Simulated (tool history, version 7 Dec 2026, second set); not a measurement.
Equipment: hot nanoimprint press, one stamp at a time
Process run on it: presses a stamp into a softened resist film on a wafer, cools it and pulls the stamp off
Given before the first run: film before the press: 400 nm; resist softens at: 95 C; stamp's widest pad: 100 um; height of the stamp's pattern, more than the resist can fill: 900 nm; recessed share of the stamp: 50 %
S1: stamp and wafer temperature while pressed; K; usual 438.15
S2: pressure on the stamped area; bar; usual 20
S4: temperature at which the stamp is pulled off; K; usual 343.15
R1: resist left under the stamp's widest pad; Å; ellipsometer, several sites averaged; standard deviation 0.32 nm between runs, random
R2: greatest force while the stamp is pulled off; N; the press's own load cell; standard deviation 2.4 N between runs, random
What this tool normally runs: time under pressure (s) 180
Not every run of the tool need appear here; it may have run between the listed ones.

run 1 day=0 | S1=438.15 S2=20 time_under_pressure_(s)=180 S4=343.15 | R1=1540 R2=128
run 2 day=0.233 | S1=438.15 S2=20 time_under_pressure_(s)=180 S4=343.15 | R1=1540 R2=126
run 3 day=0.462 | S1=438.15 S2=20 time_under_pressure_(s)=180 S4=343.15 | R1=1536 R2=129
run 4 day=0.792 | S1=438.15 S2=12.7 time_under_pressure_(s)=180 S4=343.15 | R1=1918 R2=132
run 5 day=1.1 | S1=438.15 S2=12.7 time_under_pressure_(s)=180 S4=343.15 | R1=1924 R2=132
run 6 day=1.325 | S1=438.15 S2=12.7 time_under_pressure_(s)=180 S4=343.15 | R1=1920 R2=133
run 7 day=1.492 | S1=438.15 S2=12.7 time_under_pressure_(s)=180 S4=343.15 | R1=1923 R2=133
run 8 day=1.762 | S1=438.15 S2=12.7 time_under_pressure_(s)=180 S4=343.15 | R1=1919 R2=133
run 9 day=1.967 | S1=438.15 S2=12.7 time_under_pressure_(s)=180 S4=343.15 | R1=1922 R2=135
run 10 day=2.333 | S1=438.15 S2=12.7 time_under_pressure_(s)=180 S4=343.15 | R1=1917 R2=133
run 11 day=2.575 | S1=438.15 S2=20 time_under_pressure_(s)=180 S4=343.15 | R1=1534 R2=135
run 12 day=2.871 | S1=438.15 S2=20 time_under_pressure_(s)=180 S4=343.15 | R1=1534 R2=138
run 13 day=3.233 | S1=438.15 S2=20 time_under_pressure_(s)=180 S4=343.15 | R1=1530 R2=133
-- day=3.383 plate thermocouple calibrated
run 14 day=3.629 | S1=438.15 S2=20 time_under_pressure_(s)=196 S4=343.15 | R1=1435 R2=143
run 15 day=4.029 | S1=438.15 S2=20 time_under_pressure_(s)=196 S4=343.15 | R1=1431 R2=134
run 16 day=4.212 | S1=442.15 S2=13.7 time_under_pressure_(s)=180 S4=343.15 | R1=1460 R2=141
run 17 day=4.388 | S1=445.15 S2=13.3 time_under_pressure_(s)=180 S4=332.15 | R1=1278 R2=145
run 18 day=4.571 | S1=445.15 S2=13.3 time_under_pressure_(s)=180 S4=332.15 | R1=1281 R2=146
run 19 day=4.8 | S1=445.15 S2=13.3 time_under_pressure_(s)=180 S4=332.15 | R1=1278 R2=155
run 20 day=4.979 | S1=445.15 S2=13.3 time_under_pressure_(s)=180 S4=332.15 | R1=1280 R2=150
run 21 day=5.225 | S1=445.15 S2=13.3 time_under_pressure_(s)=180 S4=332.15 | R1=1280 R2=157
-- day=5.517 plate thermocouple calibrated, once more
run 22 day=5.671 | S1=445.15 S2=13.3 time_under_pressure_(s)=180 S4=332.15 | R1=1400 R2=153
run 23 day=6.05 | S1=445.15 S2=13.3 time_under_pressure_(s)=180 S4=332.15 | R1=1408 R2=163
run 24 day=6.254 | S1=445.15 S2=13.3 time_under_pressure_(s)=180 S4=332.15 | R1=1400 R2=159
run 25 day=6.608 | S1=438.15 S2=20 time_under_pressure_(s)=180 S4=335.15 | R1=1629 R2=152
run 26 day=6.854 | S1=446.15 S2=22.4 time_under_pressure_(s)=180 S4=343.15 | R1=1010 R2=151
run 27 day=7.092 | S1=446.15 S2=22.4 time_under_pressure_(s)=180 S4=343.15 | R1=1012 R2=153
run 28 day=7.329 | S1=446.15 S2=22.4 time_under_pressure_(s)=180 S4=343.15 | R1=1006 R2=151
run 29 day=7.629 | S1=447.15 S2=23.7 time_under_pressure_(s)=185 S4=333.15 | R1=920 R2=163

Here are 4 independent what-if runs from the current tool condition. What would each one return?
run A day=7.8 | S1=447.15 S2=23.7 time_under_pressure_(s)=270 S4=333.15 | R1=? R2=?
run B day=7.8 | S1=436.15 S2=31.6 time_under_pressure_(s)=185 S4=333.15 | R1=? R2=?
run C day=7.8 | S1=429.15 S2=16 time_under_pressure_(s)=185 S4=346.15 | R1=? R2=?
run D day=7.8 | S1=438.15 S2=17.6 time_under_pressure_(s)=187 S4=343.15 | R1=? R2=?

run=A R1=785 R2=164
run=B R1=1428 R2=166
run=C R1=2754 R2=153
run=D R1=1707 R2=155
Without the tool's hidden state the same runs would have given:
run=A R1=771 R2=116
run=B R1=1398 R2=117
run=C R1=2730 R2=108
run=D R1=1685 R2=110
